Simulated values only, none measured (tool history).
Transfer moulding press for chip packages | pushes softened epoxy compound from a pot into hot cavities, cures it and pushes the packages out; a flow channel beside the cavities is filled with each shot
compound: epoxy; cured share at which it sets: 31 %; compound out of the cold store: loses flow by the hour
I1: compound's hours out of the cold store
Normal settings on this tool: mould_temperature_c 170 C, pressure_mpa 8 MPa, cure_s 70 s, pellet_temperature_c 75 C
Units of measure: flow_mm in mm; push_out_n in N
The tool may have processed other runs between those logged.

{"run": 1, "day": 0.0, "mould_temperature_c": 170, "pressure_mpa": 8, "cure_s": 70, "pellet_temperature_c": 75, "I1": 16.4, "flow_mm": 555, "push_out_n": 400}
{"run": 2, "day": 0.267, "mould_temperature_c": 170, "pressure_mpa": 8, "cure_s": 97, "pellet_temperature_c": 75, "I1": 27.5, "flow_mm": 508, "push_out_n": 331}
{"run": 3, "day": 0.504, "mould_temperature_c": 170, "pressure_mpa": 8, "cure_s": 105, "pellet_temperature_c": 75, "I1": 24.8, "flow_mm": 518, "push_out_n": 329}
{"day": 0.754, "done": "cavities cleaned with cleaning compound and waxed"}
{"run": 4, "day": 1.021, "mould_temperature_c": 170, "pressure_mpa": 8, "cure_s": 53, "pellet_temperature_c": 75, "I1": 25.1, "flow_mm": 506, "push_out_n": 586}
{"run": 5, "day": 1.308, "mould_temperature_c": 171, "pressure_mpa": 8, "cure_s": 53, "pellet_temperature_c": 75, "I1": 36.8, "flow_mm": 478, "push_out_n": 559}
{"run": 6, "day": 1.633, "mould_temperature_c": 171, "pressure_mpa": 8, "cure_s": 53, "pellet_temperature_c": 75, "I1": 32.6, "flow_mm": 487, "push_out_n": 618}
{"run": 7, "day": 2.075, "mould_temperature_c": 171, "pressure_mpa": 8, "cure_s": 53, "pellet_temperature_c": 75, "I1": 29.7, "flow_mm": 489, "push_out_n": 678}
{"run": 8, "day": 2.3, "mould_temperature_c": 170, "pressure_mpa": 8, "cure_s": 70, "pellet_temperature_c": 71, "I1": 16.5, "flow_mm": 545, "push_out_n": 419}
{"run": 9, "day": 2.542, "mould_temperature_c": 170, "pressure_mpa": 8.17, "cure_s": 70, "pellet_temperature_c": 75, "I1": 32.7, "flow_mm": 484, "push_out_n": 401}
{"day": 2.75, "done": "cavities cleaned with cleaning compound and waxed"}
{"run": 10, "day": 2.875, "mould_temperature_c": 170, "pressure_mpa": 8.17, "cure_s": 70, "pellet_temperature_c": 75, "I1": 24.6, "flow_mm": 517, "push_out_n": 300}
{"run": 11, "day": 3.262, "mould_temperature_c": 170, "pressure_mpa": 8.17, "cure_s": 70, "pellet_temperature_c": 75, "I1": 36.8, "flow_mm": 468, "push_out_n": 323}
{"run": 12, "day": 3.638, "mould_temperature_c": 170, "pressure_mpa": 8.17, "cure_s": 70, "pellet_temperature_c": 75, "I1": 25, "flow_mm": 510, "push_out_n": 370}
{"run": 13, "day": 4.021, "mould_temperature_c": 170, "pressure_mpa": 8, "cure_s": 70, "pellet_temperature_c": 75, "I1": 21.6, "flow_mm": 507, "push_out_n": 380}
{"run": 14, "day": 4.354, "mould_temperature_c": 170, "pressure_mpa": 8, "cure_s": 70, "pellet_temperature_c": 75, "I1": 18, "flow_mm": 524, "push_out_n": 421}
{"day": 4.762, "done": "cavities cleaned with cleaning compound and waxed"}
{"run": 15, "day": 4.825, "mould_temperature_c": 170, "pressure_mpa": 8, "cure_s": 70, "pellet_temperature_c": 75, "I1": 44, "flow_mm": 447, "push_out_n": 272}
{"run": 16, "day": 5.021, "mould_temperature_c": 170, "pressure_mpa": 8, "cure_s": 70, "pellet_temperature_c": 75, "I1": 23.8, "flow_mm": 505, "push_out_n": 314}
{"run": 17, "day": 5.383, "mould_temperature_c": 170, "pressure_mpa": 8, "cure_s": 70, "pellet_temperature_c": 75, "I1": 21.4, "flow_mm": 507, "push_out_n": 357}
{"run": 18, "day": 5.762, "mould_temperature_c": 173, "pressure_mpa": 8.51, "cure_s": 52, "pellet_temperature_c": 76, "I1": 39.7, "flow_mm": 465, "push_out_n": 569}
{"run": 19, "day": 5.958, "mould_temperature_c": 175, "pressure_mpa": 8, "cure_s": 75, "pellet_temperature_c": 75, "I1": 8.8, "flow_mm": 543, "push_out_n": 334}
{"run": 20, "day": 6.333, "mould_temperature_c": 171, "pressure_mpa": 8.82, "cure_s": 70, "pellet_temperature_c": 75, "I1": 47.9, "flow_mm": 448, "push_out_n": 379}
{"run": 21, "day": 6.575, "mould_temperature_c": 171, "pressure_mpa": 8.82, "cure_s": 70, "pellet_temperature_c": 75, "I1": 36.2, "flow_mm": 479, "push_out_n": 381}
{"day": 6.762, "done": "cavities cleaned with cleaning compound and waxed"}
{"run": 22, "day": 7.054, "mould_temperature_c": 175, "pressure_mpa": 9.4, "cure_s": 70, "pellet_temperature_c": 85, "I1": 15.5, "flow_mm": 561, "push_out_n": 265}
{"day": 7.379, "done": "plunger's sealing rings changed"}
{"run": 23, "day": 7.608, "mould_temperature_c": 175, "pressure_mpa": 9.4, "cure_s": 70, "pellet_temperature_c": 85, "I1": 25.1, "flow_mm": 576, "push_out_n": 308}
{"run": 24, "day": 8.05, "mould_temperature_c": 174, "pressure_mpa": 8.08, "cure_s": 51, "pellet_temperature_c": 82, "I1": 47.8, "flow_mm": 466, "push_out_n": 547}
{"run": 25, "day": 8.325, "mould_temperature_c": 174, "pressure_mpa": 7.45, "cure_s": 52, "pellet_temperature_c": 72, "I1": 27.8, "flow_mm": 506, "push_out_n": 622}
{"run": 26, "day": 8.671, "mould_temperature_c": 170, "pressure_mpa": 8, "cure_s": 82, "pellet_temperature_c": 75, "I1": 34.4, "flow_mm": 504, "push_out_n": 356}
{"day": 8.862, "done": "cavities cleaned with cleaning compound and waxed"}
{"run": 27, "day": 9.012, "mould_temperature_c": 175, "pressure_mpa": 6.18, "cure_s": 69, "pellet_temperature_c": 84, "I1": 32.8, "flow_mm": 444, "push_out_n": 253}
{"run": 28, "day": 9.471, "mould_temperature_c": 175, "pressure_mpa": 8.23, "cure_s": 89, "pellet_temperature_c": 76, "I1": 10.7, "flow_mm": 579, "push_out_n": 289}
{"run": 29, "day": 9.775, "mould_temperature_c": 170, "pressure_mpa": 8, "cure_s": 70, "pellet_temperature_c": 75, "I1": 20.8, "flow_mm": 540, "push_out_n": 360}

Forecast each of these 4 alternatives for the next run:
{"run": "A", "day": 10.183, "mould_temperature_c": 171, "pressure_mpa": 8, "cure_s": 65, "pellet_temperature_c": 65, "I1": 25.2, "flow_mm": "?", "push_out_n": "?"}
{"run": "B", "day": 10.183, "mould_temperature_c": 170, "pressure_mpa": 9.42, "cure_s": 70, "pellet_temperature_c": 75, "I1": 35.3, "flow_mm": "?", "push_out_n": "?"}
{"run": "C", "day": 10.183, "mould_temperature_c": 170, "pressure_mpa": 8, "cure_s": 92, "pellet_temperature_c": 75, "I1": 24.9, "flow_mm": "?", "push_out_n": "?"}
{"run": "D", "day": 10.183, "mould_temperature_c": 170, "pressure_mpa": 7.18, "cure_s": 70, "pellet_temperature_c": 71, "I1": 26.3, "flow_mm": "?", "push_out_n": "?"}

run=A flow_mm=523 push_out_n=437
run=B flow_mm=546 push_out_n=379
run=C flow_mm=527 push_out_n=327
run=D flow_mm=492 push_out_n=397
Stripped of hidden state, with their random variation kept, the same runs would have yielded:
run=A flow_mm=535 push_out_n=300
run=B flow_mm=559 push_out_n=261
run=C flow_mm=539 push_out_n=227
run=D flow_mm=504 push_out_n=274

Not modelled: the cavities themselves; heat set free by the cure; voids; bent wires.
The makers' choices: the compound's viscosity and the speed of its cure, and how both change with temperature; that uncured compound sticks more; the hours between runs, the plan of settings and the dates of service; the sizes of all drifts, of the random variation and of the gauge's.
